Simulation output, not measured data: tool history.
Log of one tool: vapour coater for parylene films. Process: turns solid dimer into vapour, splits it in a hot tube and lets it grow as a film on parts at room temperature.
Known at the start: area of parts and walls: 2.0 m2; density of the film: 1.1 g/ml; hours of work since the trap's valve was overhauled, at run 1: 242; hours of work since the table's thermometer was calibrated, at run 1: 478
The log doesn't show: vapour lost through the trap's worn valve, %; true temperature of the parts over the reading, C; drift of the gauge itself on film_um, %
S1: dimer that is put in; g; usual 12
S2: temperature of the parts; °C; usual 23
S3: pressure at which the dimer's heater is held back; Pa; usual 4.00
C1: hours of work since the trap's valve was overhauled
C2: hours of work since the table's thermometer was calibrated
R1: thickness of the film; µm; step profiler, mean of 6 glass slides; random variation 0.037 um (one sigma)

run     day  S1  S2    S3   C1    C2    R1
  1   0.000  12  23  4.00  242   478  3.97
  2   1.929  12  23  4.00  282   518  3.95
  3   2.783  12  23  4.00  300   536  3.95
  4   4.721  12  18  4.00  340   576  4.59
  5   5.858  12  18  4.00  364   600  4.63
  6   6.871  12  18  4.00  385   621  4.58
  7   8.692  12  23  4.00  423   659  3.90
  8   9.896  12  23  4.00  448   684  3.84
  9  11.217  12  23  4.00  475   712  4.00
 10  13.012  12  23  4.00  512   749  3.96
 11  14.371  12  23  4.00  541   777  3.93
 12  15.608  12  23  4.00  567   803  3.88
 13  17.058  12  23  4.00  597   833  3.91
 14  18.221  12  23  4.00  621   857  3.88
 15  19.796  10  23  4.00  654   890  3.23
     20.058  -- trap's valve overhauled
 16  21.421  10  23  2.11   28   920  3.86
 17  22.688  12  23  4.00   55   947  3.98
 18  24.658  12  16  4.00   96   988  4.96
 19  26.388  12  16  4.00  132  1024  4.92
 20  28.146  12  16  4.00  168  1060  4.86
 21  30.033  11  23  7.22  207  1099  3.13
 22  31.742  12  23  7.82  243  1135  3.35
 23  33.158  12  23  9.43  272  1164  3.21
 24  34.617  14  18  4.12  303  1195  5.45
 25  36.354  14  19  8.91  339  1231  4.30
 26  37.833  12  15  2.68  370  1262  5.27
 27  39.396  12  32  5.90  402  1294  2.66
 28  41.283   8  16  9.37  441  1333  2.69
 29  42.621   8  16  9.37  469  1361  2.70
 30  44.171   8  16  9.37  501  1393  2.64
 31  45.246   5  16  4.69  524  1416  1.97
 32  47.108   5  21  4.69  562  1454  1.69
 33  48.512   5  21  4.69  592  1484  1.68
 34  49.338   5  21  4.69  609  1501  1.68

Forecast each of these 5 alternatives for the next run:
  A  51.258  15  27  7.88  649  1541   ?
  B  51.258  12  23  4.43  649  1541   ?
  C  51.258  12  23  6.25  649  1541   ?
  D  51.258   8  26  2.94  649  1541   ?
  E  51.258   5  21  3.13  649  1541   ?

run    R1
  A  3.60
  B  3.80
  C  3.52
  D  2.56
  E  1.87
Without the tool's hidden state the same runs would have given:
run    R1
  A  3.63
  B  3.82
  C  3.54
  D  2.57
  E  1.89
